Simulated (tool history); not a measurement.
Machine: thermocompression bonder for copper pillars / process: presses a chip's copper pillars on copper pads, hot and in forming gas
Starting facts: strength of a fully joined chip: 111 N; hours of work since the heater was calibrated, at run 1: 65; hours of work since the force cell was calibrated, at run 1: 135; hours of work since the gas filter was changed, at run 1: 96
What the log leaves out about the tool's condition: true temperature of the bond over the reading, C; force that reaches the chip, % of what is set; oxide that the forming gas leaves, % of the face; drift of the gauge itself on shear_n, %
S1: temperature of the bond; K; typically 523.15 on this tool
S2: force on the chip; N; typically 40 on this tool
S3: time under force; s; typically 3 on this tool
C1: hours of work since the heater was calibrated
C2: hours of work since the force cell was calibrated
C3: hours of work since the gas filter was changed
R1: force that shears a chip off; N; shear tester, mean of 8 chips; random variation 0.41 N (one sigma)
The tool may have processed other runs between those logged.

run 1 hour=0 | S1=523.15 S2=40 S3=3 | C1=65 C2=135 C3=96 | R1=70
run 2 hour=9.5 | S1=523.15 S2=40 S3=3 | C1=69 C2=140 C3=101 | R1=69.7
run 3 hour=16.1 | S1=523.15 S2=40 S3=3 | C1=73 C2=143 C3=104 | R1=69.5
run 4 hour=23.3 | S1=523.15 S2=40 S3=3 | C1=76 C2=146 C3=107 | R1=68.8
run 5 hour=33.1 | S1=523.15 S2=40 S3=2 | C1=80 C2=151 C3=112 | R1=61.2
run 6 hour=42.8 | S1=523.15 S2=40 S3=2 | C1=85 C2=155 C3=116 | R1=61.4
run 7 hour=52.4 | S1=523.15 S2=40 S3=3 | C1=90 C2=160 C3=121 | R1=69.3
run 8 hour=63.7 | S1=523.15 S2=45 S3=3 | C1=95 C2=165 C3=126 | R1=73.4
run 9 hour=69.1 | S1=523.15 S2=45 S3=3 | C1=97 C2=168 C3=129 | R1=72.7
run 10 hour=74.8 | S1=532.15 S2=44 S3=3 | C1=100 C2=170 C3=131 | R1=77.3
run 11 hour=80.9 | S1=551.15 S2=40 S3=4 | C1=103 C2=173 C3=134 | R1=88.6
run 12 hour=87.6 | S1=523.15 S2=40 S3=5 | C1=106 C2=176 C3=137 | R1=77.8
run 13 hour=97.9 | S1=531.15 S2=40 S3=4 | C1=111 C2=181 C3=142 | R1=78.4
run 14 hour=107.9 | S1=531.15 S2=54 S3=2 | C1=115 C2=186 C3=147 | R1=76.5
run 15 hour=114.8 | S1=497.15 S2=24 S3=7 | C1=119 C2=189 C3=150 | R1=49.2

For run 16, what comes out?
run 16 hour=125 | S1=538.15 S2=40 S3=3 | C1=124 C2=194 C3=155 | R1=?

{"run 16": {"R1": 75.9}}
Were there no unlogged condition in the tool, this run, its random variation unchanged, would have produced R1 80.2 N.
